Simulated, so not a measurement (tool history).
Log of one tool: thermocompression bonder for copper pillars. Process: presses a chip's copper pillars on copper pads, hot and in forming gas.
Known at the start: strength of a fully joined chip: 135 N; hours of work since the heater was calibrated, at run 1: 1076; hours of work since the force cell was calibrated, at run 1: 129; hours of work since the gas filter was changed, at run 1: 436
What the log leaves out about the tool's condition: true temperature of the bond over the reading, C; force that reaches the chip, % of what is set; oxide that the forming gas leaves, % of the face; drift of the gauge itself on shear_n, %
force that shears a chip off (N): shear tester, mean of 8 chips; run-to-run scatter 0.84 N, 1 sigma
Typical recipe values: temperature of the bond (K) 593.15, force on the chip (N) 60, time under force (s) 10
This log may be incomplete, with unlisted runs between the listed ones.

run	hour	temperature of the bond (K)	force on the chip (N)	time under force (s)	hours of work since the heater was calibrated	hours of work since the force cell was calibrated	hours of work since the gas filter was changed	force that shears a chip off (N)
1	0	593.15	60	10	1076	129	436	58.7
2	17.8	593.15	60	10	1089	142	449	57.6
3	36.9	593.15	60	10	1103	156	462	58.9
4	64.1	593.15	60	5	1122	175	482	44
# hour 68.3: forming gas filter changed
5	90.4	593.15	60	5	1141	194	16	46.3
6	128.9	593.15	60	5	1168	221	43	47.5
7	162.9	593.15	60	5	1193	246	68	46.9
8	195.1	603.15	60	10	1216	269	91	66.5
9	214.9	603.15	60	10	1230	283	105	64.6
10	244.8	603.15	60	10	1252	304	127	64.2
11	277.2	603.15	60	10	1275	328	150	63.7
12	295	603.15	60	10	1288	340	163	63.2
13	318.1	600.15	60	10	1304	357	179	61.8
14	335.5	600.15	60	10	1317	369	192	62.2
15	353	600.15	60	10	1329	382	204	61.4
16	385.8	600.15	60	10	1353	406	228	59.4
17	414	600.15	60	10	1373	426	248	61.6
# hour 444.1: heater calibrated with a thermocouple chip
18	447	593.15	60	10	2	448	270	63.4
19	482.3	601.15	60	10	27	473	296	65.3
20	501.8	601.15	60	10	41	487	310	64.5
21	521	571.15	43	13	55	501	323	38.4
22	560.8	571.15	43	13	84	530	352	38.4
23	583	571.15	43	13	100	546	368	37.6
24	618.2	571.15	43	13	125	571	393	37.3
25	636	588.15	38	25	138	584	406	50
26	669.7	571.15	67	21	162	608	430	69.7
27	705.1	571.15	36	21	187	633	455	36.3
28	733.2	601.15	37	17	207	653	476	45.9
# hour 747.4: forming gas filter changed
29	772.5	601.15	68	17	235	681	18	85.3
30	796.6	569.15	41	20	253	698	35	43.2
31	833.3	575.15	67	20	279	725	62	76
32	865.6	593.15	60	25	302	748	85	81.8
33	886.4	592.15	36	9	317	763	100	32.9
# hour 896.1: force cell calibrated
34	914.9	592.15	36	9	336	13	119	35.4

Run 35 is up next; what results do you expect?
35	937.8	569.15	60	29	353	30	136	?

{"run 35": {"force that shears a chip off (N)": 75.9}}
With no hidden state in the tool, this same run would have given force that shears a chip off (N) 79.8.

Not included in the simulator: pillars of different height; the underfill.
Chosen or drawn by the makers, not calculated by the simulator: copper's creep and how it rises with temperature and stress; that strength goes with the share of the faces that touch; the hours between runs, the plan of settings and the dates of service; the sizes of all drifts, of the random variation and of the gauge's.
